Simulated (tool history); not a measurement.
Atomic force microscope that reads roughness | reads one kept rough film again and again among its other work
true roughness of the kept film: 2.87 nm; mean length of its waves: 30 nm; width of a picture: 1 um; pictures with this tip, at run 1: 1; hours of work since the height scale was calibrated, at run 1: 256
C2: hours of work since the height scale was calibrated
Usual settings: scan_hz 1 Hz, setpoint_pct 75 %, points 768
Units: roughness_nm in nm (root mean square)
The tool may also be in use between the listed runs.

Run 1, day 0: usual settings; pictures with this tip 1; C2 256. Result: roughness_nm 2.476 nm (root mean square).
Run 2, day 1.746: usual settings; pictures with this tip 54; C2 283. Result: roughness_nm 2.3 nm (root mean square).
At day 2.654: new tip fitted.
Run 3, day 3.438: usual settings; pictures with this tip 23; C2 309. Result: roughness_nm 2.414 nm (root mean square).
At day 5.388: new tip fitted.
Run 4, day 5.492: usual settings; pictures with this tip 3; C2 340. Result: roughness_nm 2.455 nm (root mean square).
Run 5, day 7.079: usual settings; pictures with this tip 51; C2 364. Result: roughness_nm 2.295 nm (root mean square).
At day 8.142: new tip fitted.
Run 6, day 8.229: usual settings; pictures with this tip 3; C2 382. Result: roughness_nm 2.476 nm (root mean square).
Run 7, day 9.754: usual settings; pictures with this tip 49; C2 405. Result: roughness_nm 2.284 nm (root mean square).
At day 10.829: new tip fitted.
Run 8, day 11.796: usual settings; pictures with this tip 30; C2 436. Result: roughness_nm 2.334 nm (root mean square).
At day 13.571: new tip fitted.
Run 9, day 13.771: usual settings; pictures with this tip 6; C2 466. Result: roughness_nm 2.461 nm (root mean square).
Run 10, day 15.112: usual settings; pictures with this tip 46; C2 487. Result: roughness_nm 2.289 nm (root mean square).
At day 16.354: new tip fitted.
Run 11, day 17.225: usual settings; pictures with this tip 27; C2 519. Result: roughness_nm 2.379 nm (root mean square).
At day 19.121: new tip fitted.
Run 12, day 19.121: usual settings but points 476; pictures with this tip 0; C2 548. Result: roughness_nm 2.474 nm (root mean square).
Run 13, day 21.217: usual settings but points 476; pictures with this tip 64; C2 581. Result: roughness_nm 2.253 nm (root mean square).
At day 21.854: new tip fitted.
Run 14, day 22.504: usual settings but setpoint_pct 61 %; pictures with this tip 20; C2 600. Result: roughness_nm 2.479 nm (root mean square).
Run 15, day 24.217: usual settings but scan_hz 0.93 Hz, setpoint_pct 61 %; pictures with this tip 72; C2 626. Result: roughness_nm 2.302 nm (root mean square).
At day 24.679: new tip fitted.
Run 16, day 25.1: usual settings but scan_hz 0.93 Hz, setpoint_pct 61 %; pictures with this tip 13; C2 640. Result: roughness_nm 2.514 nm (root mean square).
Run 17, day 26.262: usual settings but scan_hz 0.93 Hz, setpoint_pct 61 %; pictures with this tip 48; C2 658. Result: roughness_nm 2.389 nm (root mean square).
At day 27.438: new tip fitted.
Run 18, day 27.958: usual settings but scan_hz 0.93 Hz, setpoint_pct 61 %; pictures with this tip 16; C2 683. Result: roughness_nm 2.5 nm (root mean square).
Run 19, day 29.912: usual settings but scan_hz 0.93 Hz, setpoint_pct 61 %; pictures with this tip 75; C2 714. Result: roughness_nm 2.32 nm (root mean square).
At day 30.112: new tip fitted.
Run 20, day 31.817: usual settings but scan_hz 3.3 Hz, setpoint_pct 61 %; pictures with this tip 51; C2 743. Result: roughness_nm 2.235 nm (root mean square).
At day 32.838: new tip fitted.
Run 21, day 33.2: usual settings but points 369; pictures with this tip 11; C2 764. Result: roughness_nm 2.404 nm (root mean square).
Run 22, day 34.725: usual settings but points 421; pictures with this tip 57; C2 787. Result: roughness_nm 2.241 nm (root mean square).
At day 35.575: new tip fitted.
Run 23, day 35.967: usual settings but points 421; pictures with this tip 12; C2 806. Result: roughness_nm 2.402 nm (root mean square).
Run 24, day 37.342: usual settings but setpoint_pct 82 %; pictures with this tip 53; C2 827. Result: roughness_nm 2.191 nm (root mean square).
At day 38.296: new tip fitted.
Run 25, day 38.725: usual settings but setpoint_pct 56 %; pictures with this tip 13; C2 848. Result: roughness_nm 2.534 nm (root mean square).
Run 26, day 40.304: usual settings but setpoint_pct 67 %; pictures with this tip 60; C2 872. Result: roughness_nm 2.288 nm (root mean square).
At day 41.004: new tip fitted.
Run 27, day 41.983: usual settings but scan_hz 1.13 Hz, setpoint_pct 79 %; pictures with this tip 30; C2 898. Result: roughness_nm 2.299 nm (root mean square).
At day 42.221: height scale calibrated on a step standard.
At day 43.758: new tip fitted.
Run 28, day 43.862: usual settings but scan_hz 3.63 Hz, setpoint_pct 74 %, points 846; pictures with this tip 4; C2 25. Result: roughness_nm 2.086 nm (root mean square).
Run 29, day 45.754: usual settings but scan_hz 3.63 Hz, setpoint_pct 74 %, points 846; pictures with this tip 61; C2 54. Result: roughness_nm 1.926 nm (root mean square).
At day 46.425: new tip fitted.
At day 46.904: height scale calibrated on a step standard, once more.
Run 30, day 47.054: usual settings but scan_hz 3.63 Hz, setpoint_pct 74 %, points 846; pictures with this tip 17; C2 2. Result: roughness_nm 2.109 nm (root mean square).
Run 31, day 48.55: usual settings but scan_hz 3.63 Hz, setpoint_pct 74 %, points 846; pictures with this tip 63; C2 25. Result: roughness_nm 1.966 nm (root mean square).
At day 49.296: new tip fitted.
Run 32, day 50.083: usual settings but scan_hz 3.63 Hz, setpoint_pct 74 %, points 846; pictures with this tip 23; C2 49. Result: roughness_nm 2.096 nm (root mean square).
Run 33, day 51.421: usual settings but scan_hz 1.63 Hz, setpoint_pct 86 %; pictures with this tip 64; C2 69. Result: roughness_nm 2.051 nm (root mean square).
At day 52.096: new tip fitted.
Run 34, day 53.438: usual settings but scan_hz 0.68 Hz, setpoint_pct 69 %; pictures with this tip 40; C2 100. Result: roughness_nm 2.437 nm (root mean square).
Run 35, day 54.512: usual settings but scan_hz 0.6 Hz, setpoint_pct 72 %, points 883; pictures with this tip 73; C2 117. Result: roughness_nm 2.324 nm (root mean square).
At day 54.804: new tip fitted.
Run 36, day 55.583: usual settings but scan_hz 0.54 Hz, points 454; pictures with this tip 24; C2 133. Result: roughness_nm 2.478 nm (root mean square).
Run 37, day 56.704: usual settings but scan_hz 1.1 Hz, setpoint_pct 71 %, points 673; pictures with this tip 58; C2 150. Result: roughness_nm 2.319 nm (root mean square).
At day 57.483: new tip fitted.
Run 38, day 57.8: usual settings but scan_hz 3.73 Hz, setpoint_pct 61 %, points 695; pictures with this tip 9; C2 167. Result: roughness_nm 2.366 nm (root mean square).
Run 39, day 58.875: usual settings but scan_hz 3.73 Hz, setpoint_pct 61 %, points 695; pictures with this tip 42; C2 183. Result: roughness_nm 2.249 nm (root mean square).
At day 60.258: new tip fitted.
Run 40, day 60.521: usual settings but setpoint_pct 88 %; pictures with this tip 8; C2 208. Result: roughness_nm 2.333 nm (root mean square).
Run 41, day 62.192: usual settings but scan_hz 1.56 Hz, setpoint_pct 79 %, points 353; pictures with this tip 59; C2 234. Result: roughness_nm 2.139 nm (root mean square).
At day 62.962: new tip fitted.
Run 42, day 63.175: usual settings but scan_hz 0.68 Hz, setpoint_pct 59 %, points 547; pictures with this tip 7; C2 249. Result: roughness_nm 2.601 nm (root mean square).
Run 43, day 64.583: usual settings but scan_hz 2.63 Hz, setpoint_pct 81 %, points 762; pictures with this tip 49; C2 270. Result: roughness_nm 1.986 nm (root mean square).
At day 65.725: new tip fitted.
Run 44, day 65.729: usual settings but scan_hz 2.63 Hz, setpoint_pct 64 %, points 562; pictures with this tip 0; C2 288. Result: roughness_nm 2.439 nm (root mean square).
Run 45, day 67.638: usual settings but scan_hz 0.61 Hz, setpoint_pct 64 %, points 313; pictures with this tip 58; C2 317. Result: roughness_nm 2.384 nm (root mean square).
At day 68.442: new tip fitted.
Run 46, day 68.746: usual settings but scan_hz 1.54 Hz, setpoint_pct 88 %, points 258; pictures with this tip 9; C2 334. Result: roughness_nm 2.153 nm (root mean square).
Run 47, day 70.783: usual settings but scan_hz 0.68 Hz, setpoint_pct 72 %, points 785; pictures with this tip 71; C2 365. Result: roughness_nm 2.305 nm (root mean square).
At day 71.183: new tip fitted.
Run 48, day 72.858: usual settings but scan_hz 1.56 Hz, setpoint_pct 65 %; pictures with this tip 51; C2 397. Result: roughness_nm 2.323 nm (root mean square).
At day 73.917: new tip fitted.
Run 49, day 74.308: usual settings but scan_hz 3.43 Hz, setpoint_pct 56 %, points 784; pictures with this tip 11; C2 419. Result: roughness_nm 2.435 nm (root mean square).
Run 50, day 76.279: usual settings but setpoint_pct 85 %; pictures with this tip 71; C2 449. Result: roughness_nm 2.131 nm (root mean square).
At day 76.7: new tip fitted.
Run 51, day 77.262: usual settings but setpoint_pct 85 %; pictures with this tip 17; C2 464. Result: roughness_nm 2.34 nm (root mean square).

The same runs without the tool's hidden state, with the same run-to-run variation:
The hidden state here: radius of the tip, nm; height scale over the true one, %; drift of the gauge itself on roughness_nm, %.
run  roughness_nm
  1         2.505
  2         2.507
  3         2.521
  4           2.5
  5         2.518
  6         2.524
  7         2.512
  8         2.506
  9         2.522
 10         2.504
 11         2.526
 12         2.513
 13         2.527
 14          2.61
 15         2.619
 16         2.624
 17         2.642
 18         2.609
 19         2.631
 20         2.464
 21         2.503
 22         2.503
 23         2.518
 24         2.441
 25         2.645
 26         2.583
 27         2.464
 28         2.182
 29         2.182
 30         2.168
 31         2.171
 32         2.184
 33         2.275
 34         2.598
 35         2.595
 36         2.584
 37         2.545
 38         2.413
 39         2.423
 40          2.38
 41         2.348
 42         2.648
 43         2.161
 44         2.459
 45         2.624
 46         2.208
 47           2.6
 48         2.542
 49         2.516
 50         2.407
 51          2.44

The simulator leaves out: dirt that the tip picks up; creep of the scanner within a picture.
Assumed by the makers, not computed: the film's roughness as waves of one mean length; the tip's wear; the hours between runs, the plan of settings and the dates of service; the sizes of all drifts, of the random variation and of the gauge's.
